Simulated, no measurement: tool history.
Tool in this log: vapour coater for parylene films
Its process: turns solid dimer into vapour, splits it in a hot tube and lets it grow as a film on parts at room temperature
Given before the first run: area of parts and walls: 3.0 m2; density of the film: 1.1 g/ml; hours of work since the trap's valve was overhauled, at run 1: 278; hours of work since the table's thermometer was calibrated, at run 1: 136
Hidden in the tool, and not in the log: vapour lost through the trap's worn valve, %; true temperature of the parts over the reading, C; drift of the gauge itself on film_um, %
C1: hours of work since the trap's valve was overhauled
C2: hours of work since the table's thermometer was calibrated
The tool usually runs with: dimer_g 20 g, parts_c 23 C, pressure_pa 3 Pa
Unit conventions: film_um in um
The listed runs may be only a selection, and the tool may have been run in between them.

Run 1, hour 0: usual settings; C1 278; C2 136. Result: film_um 5.14 um.
Run 2, hour 13.2: usual settings but parts_c 29 C; C1 284; C2 143. Result: film_um 3.81 um.
Run 3, hour 26.1: usual settings but dimer_g 33 g; C1 290; C2 149. Result: film_um 8.44 um.
Run 4, hour 35.9: usual settings but dimer_g 33 g; C1 294; C2 153. Result: film_um 8.53 um.
Run 5, hour 49.6: usual settings but dimer_g 33 g; C1 301; C2 159. Result: film_um 8.46 um.
Run 6, hour 58.5: usual settings but dimer_g 33 g; C1 305; C2 164. Result: film_um 8.46 um.
Run 7, hour 74.2: usual settings but dimer_g 33 g; C1 312; C2 171. Result: film_um 8.44 um.
Run 8, hour 84.4: usual settings but dimer_g 33 g; C1 317; C2 176. Result: film_um 8.55 um.
Run 9, hour 100.7: usual settings but dimer_g 33 g; C1 324; C2 183. Result: film_um 8.55 um.
Run 10, hour 110.2: usual settings; C1 329; C2 187. Result: film_um 5.15 um.
Run 11, hour 122.6: usual settings; C1 335; C2 193. Result: film_um 5.18 um.
Run 12, hour 134.9: usual settings but dimer_g 26 g; C1 340; C2 199. Result: film_um 6.69 um.
Run 13, hour 143.3: usual settings but dimer_g 26 g, parts_c 32 C; C1 344; C2 203. Result: film_um 4.3 um.
Run 14, hour 154.7: usual settings but dimer_g 28 g, parts_c 25 C, pressure_pa 3.64 Pa; C1 349; C2 208. Result: film_um 6.43 um.
Run 15, hour 161.6: usual settings but dimer_g 11 g, parts_c 16 C, pressure_pa 4.77 Pa; C1 353; C2 211. Result: film_um 3.25 um.
Run 16, hour 170.1: usual settings but dimer_g 12 g, parts_c 16 C, pressure_pa 2.86 Pa; C1 357; C2 215. Result: film_um 3.59 um.
Run 17, hour 186.3: usual settings but dimer_g 9 g, parts_c 19 C, pressure_pa 2.56 Pa; C1 364; C2 223. Result: film_um 2.69 um.
At hour 191.4: trap's valve overhauled.
Run 18, hour 203.4: usual settings but dimer_g 28 g, parts_c 20 C, pressure_pa 3.68 Pa; C1 6; C2 229. Result: film_um 8.26 um.
Run 19, hour 219.4: usual settings but dimer_g 12 g, parts_c 30 C, pressure_pa 3.46 Pa; C1 13; C2 236. Result: film_um 2.17 um.
Run 20, hour 226.9: usual settings but dimer_g 12 g, parts_c 18 C, pressure_pa 3.58 Pa; C1 16; C2 240. Result: film_um 3.64 um.
Run 21, hour 235.8: usual settings but dimer_g 16 g, parts_c 31 C; C1 20; C2 244. Result: film_um 2.79 um.
Run 22, hour 244.3: usual settings but parts_c 33 C, pressure_pa 7.35 Pa; C1 24; C2 248. Result: film_um 2.82 um.

Consider 5 possible next runs. They are alternatives, not a sequence: every one starts from the tool as it was left by run 22. What does each give?
Run A, hour 259.3: usual settings but dimer_g 16 g, parts_c 15 C; C1 31; C2 255. Result: film_um ?.
Run B, hour 259.3: usual settings but parts_c 33 C, pressure_pa 2.56 Pa; C1 31; C2 255. Result: film_um ?.
Run C, hour 259.3: usual settings but dimer_g 26 g; C1 31; C2 255. Result: film_um ?.
Run D, hour 259.3: usual settings but dimer_g 12 g, parts_c 25 C, pressure_pa 3.04 Pa; C1 31; C2 255. Result: film_um ?.
Run E, hour 259.3: usual settings but dimer_g 19 g, pressure_pa 4.4 Pa; C1 31; C2 255. Result: film_um ?.

run  film_um
  A     4.85
  B     3.25
  C     6.81
  D     2.85
  E     4.72
With no hidden state in the tool, these same runs would have given:
run  film_um
  A     4.76
  B     3.19
  C     6.67
  D      2.8
  E     4.63

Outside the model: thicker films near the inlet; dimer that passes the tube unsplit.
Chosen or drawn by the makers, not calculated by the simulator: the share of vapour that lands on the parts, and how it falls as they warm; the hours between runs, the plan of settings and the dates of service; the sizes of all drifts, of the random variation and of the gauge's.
